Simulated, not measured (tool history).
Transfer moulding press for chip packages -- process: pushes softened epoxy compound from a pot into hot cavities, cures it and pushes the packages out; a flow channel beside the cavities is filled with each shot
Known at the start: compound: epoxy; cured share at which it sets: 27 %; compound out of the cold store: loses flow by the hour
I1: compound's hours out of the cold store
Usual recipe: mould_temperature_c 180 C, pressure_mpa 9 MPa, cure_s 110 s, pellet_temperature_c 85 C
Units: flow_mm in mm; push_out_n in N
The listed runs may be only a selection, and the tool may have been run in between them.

run 1 hour=0 | mould_temperature_c=180 pressure_mpa=9 cure_s=110 pellet_temperature_c=85 | I1=10.4 | flow_mm=763 push_out_n=478
-- hour=5.2 cavities cleaned with cleaning compound and waxed
run 2 hour=11 | mould_temperature_c=180 pressure_mpa=9 cure_s=110 pellet_temperature_c=82 | I1=21 | flow_mm=708 push_out_n=341
run 3 hour=17.5 | mould_temperature_c=180 pressure_mpa=9 cure_s=110 pellet_temperature_c=82 | I1=19.2 | flow_mm=712 push_out_n=383
run 4 hour=22.3 | mould_temperature_c=180 pressure_mpa=9 cure_s=110 pellet_temperature_c=82 | I1=22.7 | flow_mm=696 push_out_n=387
run 5 hour=32.1 | mould_temperature_c=180 pressure_mpa=9 cure_s=110 pellet_temperature_c=82 | I1=11.2 | flow_mm=756 push_out_n=418
run 6 hour=37.9 | mould_temperature_c=180 pressure_mpa=9 cure_s=110 pellet_temperature_c=85 | I1=35.8 | flow_mm=639 push_out_n=370
run 7 hour=47.9 | mould_temperature_c=180 pressure_mpa=9 cure_s=110 pellet_temperature_c=85 | I1=45.9 | flow_mm=595 push_out_n=385
run 8 hour=59.8 | mould_temperature_c=180 pressure_mpa=9 cure_s=110 pellet_temperature_c=85 | I1=24.7 | flow_mm=690 push_out_n=427
run 9 hour=67.2 | mould_temperature_c=180 pressure_mpa=9 cure_s=110 pellet_temperature_c=85 | I1=39.8 | flow_mm=620 push_out_n=424
run 10 hour=78.9 | mould_temperature_c=180 pressure_mpa=8.84 cure_s=110 pellet_temperature_c=85 | I1=18.6 | flow_mm=707 push_out_n=471
-- hour=82.7 cavities cleaned with cleaning compound and waxed
run 11 hour=88.5 | mould_temperature_c=180 pressure_mpa=8.84 cure_s=110 pellet_temperature_c=85 | I1=31.1 | flow_mm=656 push_out_n=345
run 12 hour=93.7 | mould_temperature_c=180 pressure_mpa=8.84 cure_s=110 pellet_temperature_c=85 | I1=46.2 | flow_mm=587 push_out_n=329
run 13 hour=101.2 | mould_temperature_c=180 pressure_mpa=8.84 cure_s=110 pellet_temperature_c=85 | I1=18.8 | flow_mm=707 push_out_n=377
run 14 hour=113 | mould_temperature_c=180 pressure_mpa=8.84 cure_s=110 pellet_temperature_c=85 | I1=26.4 | flow_mm=668 push_out_n=390
run 15 hour=123.2 | mould_temperature_c=180 pressure_mpa=9 cure_s=133 pellet_temperature_c=85 | I1=19.4 | flow_mm=705 push_out_n=324

Run 16, settings as shown, results not yet in. Your forecast:
run 16 hour=128.7 | mould_temperature_c=180 pressure_mpa=7.44 cure_s=133 pellet_temperature_c=86 | I1=43.9 | flow_mm=? push_out_n=?

flow_mm: 544 mm
push_out_n: 328 N
If the tool had no hidden condition, the same run with the same run-to-run variation would have returned flow_mm 554 mm, push_out_n 256 N.
